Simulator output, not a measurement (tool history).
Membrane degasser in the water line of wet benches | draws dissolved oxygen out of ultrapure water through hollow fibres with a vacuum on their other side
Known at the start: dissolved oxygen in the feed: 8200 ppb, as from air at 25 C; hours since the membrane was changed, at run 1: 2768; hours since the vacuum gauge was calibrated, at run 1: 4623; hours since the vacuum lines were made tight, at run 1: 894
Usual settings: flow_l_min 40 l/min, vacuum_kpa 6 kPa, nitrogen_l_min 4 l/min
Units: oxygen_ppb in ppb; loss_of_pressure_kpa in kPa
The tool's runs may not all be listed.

run      day  flow_l_min  vacuum_kpa  nitrogen_l_min  hours since the membrane was changed  hours since the vacuum gauge was calibrated  hours since the vacuum lines were made tight  oxygen_ppb  loss_of_pressure_kpa
  1        0          40           6               4                                  2768                                         4623                                           894        87.7                 36.61
  2    8.171          40           6               4                                  2964                                         4819                                          1090        91.1                  36.7
  3   16.288          40           6               4                                  3159                                         5014                                          1284        92.7                 36.86
  4   20.258          30           6               4                                  3254                                         5109                                          1380        67.4                  27.8
  5   24.158          43           6               4                                  3348                                         5203                                          1473        98.4                 39.57
  6   31.454          43           6               4                                  3523                                         5378                                          1648       101.7                 39.73
  7   37.408          43           6               4                                  3666                                         5521                                          1791       100.6                 39.85
  8   44.229          43       10.34               4                                  3830                                         5685                                          1955       208.8                 40.32
  9   47.783          40           6               4                                  3915                                         5770                                          2040        95.5                  37.3
 10   56.029          40           6               4                                  4113                                         5968                                          2238        95.9                 37.29
 11   60.517          40           6               4                                  4221                                         6075                                          2346        94.6                 37.28
 12   64.721          40           6            2.29                                  4322                                         6176                                          2447       151.8                 37.47
 13     72.7          40           6            2.29                                  4513                                         6368                                          2638       154.9                 37.45
 14   80.529          40           6            2.29                                  4701                                         6556                                          2826       156.9                  37.4
 15   87.088          30           6            2.29                                  4858                                         6713                                          2984       118.8                 27.98
 16   91.712          53           6               4                                  4969                                         6824                                          3095       130.5                 49.53
 17   99.792          34        8.47            8.49                                  5163                                         7018                                          3288          69                 31.98
     105.988  -- vacuum gauge calibrated
 18  107.983          34        8.47            8.49                                  5359                                           48                                          3485        70.5                 32.14
 19  114.721          31        8.47            3.86                                  5521                                          210                                          3646       127.3                 29.16
 20  119.879          40        5.74               4                                  5645                                          333                                          3770        98.4                  37.5
 21  123.654          40        5.74               4                                  5736                                          424                                          3861        97.7                    38
 22  129.421          31        5.74            7.01                                  5874                                          562                                          3999        46.1                 29.31
 23  137.579          31        5.74            7.01                                  6070                                          758                                          4195        47.3                 29.43
 24  142.696          40        11.8            2.42                                  6193                                          881                                          4318       366.5                 37.73
       144.1  -- vacuum gauge calibrated, once more
 25  150.012          40        11.8            2.42                                  6368                                          142                                          4493       324.7                 38.05
 26  157.392          63        11.9            2.97                                  6545                                          319                                          4670       422.9                 60.44
 27  161.196          40           6             4.6                                  6636                                          410                                          4761        70.5                 37.73
 28  165.362          40           6             4.6                                  6736                                          510                                          4861          72                 38.28
 29  171.671          37       13.94            3.82                                  6887                                          662                                          5013       255.5                    35
 30  179.554          40        7.86            8.29                                  7077                                          851                                          5202        68.6                 38.46
 31  183.612          42        4.01               4                                  7174                                          948                                          5299          38                 40.09

Hidden state at the last listed run before each entry between runs and at the first one after, where it differs:
Between runs 17 and 18: vacuum gauge calibrated (day 105.988)
  membrane still open, %: 95.6 -> 95.4; true pressure behind the membrane over the reading, kPa: 0.95 -> 1.09; air that leaks in behind the membrane, l/min: 0.0161 -> 0.0169
  measured less the result without the state, oxygen_ppb: +12 -> +13.6 ppb; loss_of_pressure_kpa: +1.42 -> +1.48 kPa
Between runs 24 and 25: vacuum gauge calibrated, once more (day 144.1)
  membrane still open, %: 94.7 -> 94.5; true pressure behind the membrane over the reading, kPa: 1.2 -> 0.02; air that leaks in behind the membrane, l/min: 0.0206 -> 0.0213
  measured less the result without the state, oxygen_ppb: +48.2 -> +7.1 ppb; loss_of_pressure_kpa: +2.02 -> +2.08 kPa
